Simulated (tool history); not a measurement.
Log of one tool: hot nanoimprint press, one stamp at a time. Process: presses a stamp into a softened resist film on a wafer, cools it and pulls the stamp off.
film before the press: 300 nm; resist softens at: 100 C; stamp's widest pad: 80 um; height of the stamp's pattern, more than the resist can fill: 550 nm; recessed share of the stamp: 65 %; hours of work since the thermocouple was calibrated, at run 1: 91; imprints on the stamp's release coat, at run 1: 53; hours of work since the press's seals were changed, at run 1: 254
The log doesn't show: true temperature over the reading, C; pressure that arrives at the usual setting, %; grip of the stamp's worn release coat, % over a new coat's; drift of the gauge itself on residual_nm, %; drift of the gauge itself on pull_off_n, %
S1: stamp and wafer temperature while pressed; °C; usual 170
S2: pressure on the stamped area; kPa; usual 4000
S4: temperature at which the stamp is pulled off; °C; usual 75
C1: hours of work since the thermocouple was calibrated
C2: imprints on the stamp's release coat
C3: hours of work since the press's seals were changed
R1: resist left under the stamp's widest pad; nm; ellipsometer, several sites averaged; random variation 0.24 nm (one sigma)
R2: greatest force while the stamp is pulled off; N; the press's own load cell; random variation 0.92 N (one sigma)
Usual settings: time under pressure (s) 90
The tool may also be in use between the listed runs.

Run 1, hour 0: usual settings; C1 91; C2 53; C3 254. Result: R1 152.7 nm, R2 91.4 N.
Run 2, hour 17.5: usual settings; C1 98; C2 107; C3 261. Result: R1 153.2 nm, R2 92.7 N.
Run 3, hour 27.7: usual settings; C1 102; C2 139; C3 266. Result: R1 153.3 nm, R2 92.8 N.
Run 4, hour 40.5: usual settings; C1 107; C2 178; C3 271. Result: R1 153.5 nm, R2 92.8 N.
Run 5, hour 56.4: usual settings but S2 2570 kPa; C1 114; C2 228; C3 277. Result: R1 182.6 nm, R2 92 N.
Run 6, hour 74.6: usual settings but S1 166 °C; C1 121; C2 284; C3 285. Result: R1 182.9 nm, R2 93.8 N.
Run 7, hour 82.8: usual settings but S1 166 °C; C1 124; C2 309; C3 288. Result: R1 183.7 nm, R2 92.9 N.
Run 8, hour 98.4: usual settings but S1 166 °C; C1 131; C2 358; C3 294. Result: R1 183.6 nm, R2 91.1 N.
Run 9, hour 110.5: usual settings but S1 166 °C; C1 135; C2 396; C3 299. Result: R1 184.1 nm, R2 93 N.
Run 10, hour 124.3: usual settings but S1 166 °C; C1 141; C2 439; C3 305. Result: R1 184.2 nm, R2 91.8 N.
Run 11, hour 132.8: usual settings but S4 73 °C; C1 145; C2 465; C3 308. Result: R1 155 nm, R2 93.7 N.
Run 12, hour 151.8: usual settings but S4 73 °C; C1 152; C2 524; C3 316. Result: R1 155.4 nm, R2 95 N.
At hour 166.6: stamp cleaned and given a new release coat.
Run 13, hour 166.9: usual settings but S4 73 °C; C1 156; C2 1; C3 320. Result: R1 155.1 nm, R2 93.9 N.
Run 14, hour 184.7: usual settings but S4 73 °C; C1 163; C2 56; C3 327. Result: R1 156 nm, R2 93.2 N.
At hour 192.9: gauge calibrated.
Run 15, hour 193: usual settings but S4 73 °C; C1 167; C2 82; C3 330. Result: R1 152.6 nm, R2 96.9 N.
Run 16, hour 201.2: usual settings but S2 3400 kPa, S4 64 °C; C1 170; C2 107; C3 333. Result: R1 163.5 nm, R2 98.8 N.
Run 17, hour 218.1: usual settings but S2 3400 kPa, S4 64 °C; C1 177; C2 160; C3 340. Result: R1 163.5 nm, R2 98.1 N.
Run 18, hour 237.6: usual settings but S2 3400 kPa, S4 64 °C; C1 185; C2 220; C3 348. Result: R1 164.1 nm, R2 99 N.
Run 19, hour 252.4: usual settings but S2 4630 kPa, S4 77 °C; C1 191; C2 266; C3 354. Result: R1 144.5 nm, R2 91 N.
Run 20, hour 264.8: usual settings but time under pressure (s) 50; C1 196; C2 305; C3 359. Result: R1 186.4 nm, R2 92.7 N.
Run 21, hour 275: usual settings but time under pressure (s) 88, S4 64 °C; C1 200; C2 337; C3 363. Result: R1 155.2 nm, R2 100 N.
Run 22, hour 294.4: usual settings but time under pressure (s) 88, S4 64 °C; C1 208; C2 397; C3 371. Result: R1 155.6 nm, R2 99.5 N.
Run 23, hour 309.4: usual settings but S1 173 °C, S2 5600 kPa, time under pressure (s) 73, S4 79 °C; C1 214; C2 443; C3 377. Result: R1 125.8 nm, R2 90 N.
Run 24, hour 327.4: usual settings but S1 173 °C, S2 5600 kPa, time under pressure (s) 49, S4 76 °C; C1 221; C2 499; C3 385. Result: R1 146.9 nm, R2 92.7 N.
Run 25, hour 339.3: usual settings but S1 173 °C, S2 5600 kPa, time under pressure (s) 49, S4 76 °C; C1 226; C2 536; C3 389. Result: R1 146.6 nm, R2 92 N.
At hour 350.7: stamp cleaned and given a new release coat.
Run 26, hour 359.7: usual settings but S1 169 °C, S2 3310 kPa, time under pressure (s) 114, S4 61 °C; C1 232; C2 28; C3 395. Result: R1 160.8 nm, R2 102.3 N.
Run 27, hour 369.8: usual settings but S1 169 °C, S2 3310 kPa, time under pressure (s) 114, S4 61 °C; C1 236; C2 59; C3 399. Result: R1 161.7 nm, R2 102 N.
Run 28, hour 385.7: usual settings but S1 169 °C, S2 3310 kPa, time under pressure (s) 114, S4 61 °C; C1 242; C2 108; C3 406. Result: R1 161.5 nm, R2 101.3 N.
Run 29, hour 395.4: usual settings but S1 159 °C, S2 5410 kPa, time under pressure (s) 151, S4 62 °C; C1 246; C2 139; C3 410. Result: R1 191.8 nm, R2 101.3 N.

Forecast each of these 5 alternatives for the next run:
At hour 404.7: gauge calibrated.
Run A, hour 407.2: usual settings but S1 159 °C, S2 5410 kPa, time under pressure (s) 151, S4 82 °C; C1 251; C2 175; C3 415. Result: R1 ?, R2 ?.
At hour 404.7: gauge calibrated.
Run B, hour 407.2: usual settings but S1 171 °C, S2 3700 kPa, time under pressure (s) 100; C1 251; C2 175; C3 415. Result: R1 ?, R2 ?.
At hour 404.7: gauge calibrated.
Run C, hour 407.2: usual settings but S1 180 °C, S2 5410 kPa, time under pressure (s) 143, S4 60 °C; C1 251; C2 175; C3 415. Result: R1 ?, R2 ?.
At hour 404.7: gauge calibrated.
Run D, hour 407.2: usual settings but time under pressure (s) 159, S4 77 °C; C1 251; C2 175; C3 415. Result: R1 ?, R2 ?.
At hour 404.7: gauge calibrated.
Run E, hour 407.2: usual settings but S1 159 °C, S2 3380 kPa, time under pressure (s) 151, S4 67 °C; C1 251; C2 175; C3 415. Result: R1 ?, R2 ?.

run     R1     R2
  A  188.4   87.9
  B  145.4   93.5
  C   66.7  103.3
  D  123.2   91.3
  E  216.7   96.3
Without the tool's hidden state the same runs would have given:
run     R1     R2
  A  188.5   87.8
  B  145.5   93.4
  C   66.7  103.3
  D  123.3   91.2
  E  216.7   96.2
